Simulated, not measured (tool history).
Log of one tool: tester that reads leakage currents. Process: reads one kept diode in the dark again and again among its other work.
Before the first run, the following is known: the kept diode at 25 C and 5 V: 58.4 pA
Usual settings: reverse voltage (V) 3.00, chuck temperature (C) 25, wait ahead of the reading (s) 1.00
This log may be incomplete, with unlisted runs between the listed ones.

run,day,reverse voltage (V),chuck temperature (C),wait ahead of the reading (s),current that the tester gives (pA)
1,0.000,3.00,25,1.00,45.18
2,9.088,3.00,25,1.00,45.21
3,16.154,3.00,25,1.00,45.27
4,24.475,3.00,25,1.00,45.06
# day 32.812: probe card cleaned and baked
5,32.812,3.00,25,1.36,44.98
6,40.296,3.00,25,1.36,45.38
7,46.471,10.13,25,1.00,84.37
# day 55.242: chuck's temperature calibrated
8,56.404,10.13,25,1.00,84.66
9,61.217,10.13,25,1.00,85.03
10,69.308,10.13,27,1.00,99.40
11,79.062,10.13,27,1.00,99.12
12,84.642,10.13,27,1.00,99.23
13,91.117,10.13,27,1.00,99.36
14,98.688,10.13,27,1.00,98.39
15,104.975,10.13,27,1.00,99.60
16,114.629,10.13,27,1.00,98.62
17,119.762,10.13,27,1.00,99.05
# day 128.012: chuck's temperature calibrated
18,129.512,1.99,25,1.00,36.84
19,134.254,3.00,34,1.00,91.00
# day 137.258: probe card cleaned and baked
# day 138.521: tester calibrated
20,144.446,8.85,29,0.76,107.82

Predict the results of run 21:
21,149.025,8.85,29,0.76,?

{"run 21": {"current that the tester gives (pA)": 108.33}}
Without the tool's hidden state the same run would have given current that the tester gives (pA) 108.33.

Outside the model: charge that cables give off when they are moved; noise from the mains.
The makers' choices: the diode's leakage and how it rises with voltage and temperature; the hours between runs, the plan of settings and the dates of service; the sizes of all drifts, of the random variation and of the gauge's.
